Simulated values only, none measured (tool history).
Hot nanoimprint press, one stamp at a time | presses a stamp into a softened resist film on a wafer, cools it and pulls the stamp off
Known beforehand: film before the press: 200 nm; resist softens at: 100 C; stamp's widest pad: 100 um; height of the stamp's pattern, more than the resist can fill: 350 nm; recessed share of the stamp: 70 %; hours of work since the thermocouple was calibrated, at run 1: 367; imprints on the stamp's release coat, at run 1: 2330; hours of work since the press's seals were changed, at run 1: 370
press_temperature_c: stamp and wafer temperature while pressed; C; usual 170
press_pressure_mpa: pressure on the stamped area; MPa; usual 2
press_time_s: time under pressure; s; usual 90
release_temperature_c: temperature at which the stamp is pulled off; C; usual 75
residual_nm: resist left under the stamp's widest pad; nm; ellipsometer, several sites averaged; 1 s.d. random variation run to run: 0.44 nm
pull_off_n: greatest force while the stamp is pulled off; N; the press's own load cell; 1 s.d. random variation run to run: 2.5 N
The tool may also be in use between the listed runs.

run,day,press_temperature_c,press_pressure_mpa,press_time_s,release_temperature_c,hours of work since the thermocouple was calibrated,imprints on the stamp's release coat,hours of work since the press's seals were changed,residual_nm,pull_off_n
1,0,170,2,90,75,367,2330,370,109.9,175
# day 1.042: stamp cleaned and given a new release coat
2,1.158,170,2,90,75,378,6,381,110.6,108
3,1.696,170,2,90,75,385,37,387,109.7,117
4,2.738,176,2,90,75,397,97,400,86.3,114
5,3.408,170,2,90,75,406,136,408,109.9,118
6,4.279,170,2,90,63,416,186,419,109.5,127
7,4.75,164,2,90,63,422,214,425,136.3,126
8,5.317,170,1.67,90,75,429,246,431,118.7,120
9,6.325,170,1.79,90,75,441,305,444,115.1,116
10,7.333,170,1.79,90,75,454,363,456,114.1,121
11,8.121,170,1.79,90,75,463,408,466,114.4,129
12,8.804,170,2,98,75,472,448,474,106.2,126
13,9.458,170,2,98,75,480,485,482,105.9,127
14,10.292,170,2,68,75,490,534,492,119.4,127
15,10.796,167,1.49,90,70,496,563,498,135.4,132
16,11.792,164,2,85,75,508,620,510,137.7,132

Below are 4 alternative next runs, each starting from the tool's condition after run 16. Predict each:
A,12.608,164,1.82,85,65,518,667,520,?,?
B,12.608,164,2,63,75,518,667,520,?,?
C,12.608,160,2.51,72,75,518,667,520,?,?
D,12.608,167,1.4,90,62,518,667,520,?,?

run,residual_nm,pull_off_n
A,141.8,140
B,147.7,129
C,151.4,131
D,138.7,141
Had the tool no hidden state, the same runs would have come out as:
run,residual_nm,pull_off_n
A,145.2,121
B,150.8,112
C,154.2,113
D,142.3,122
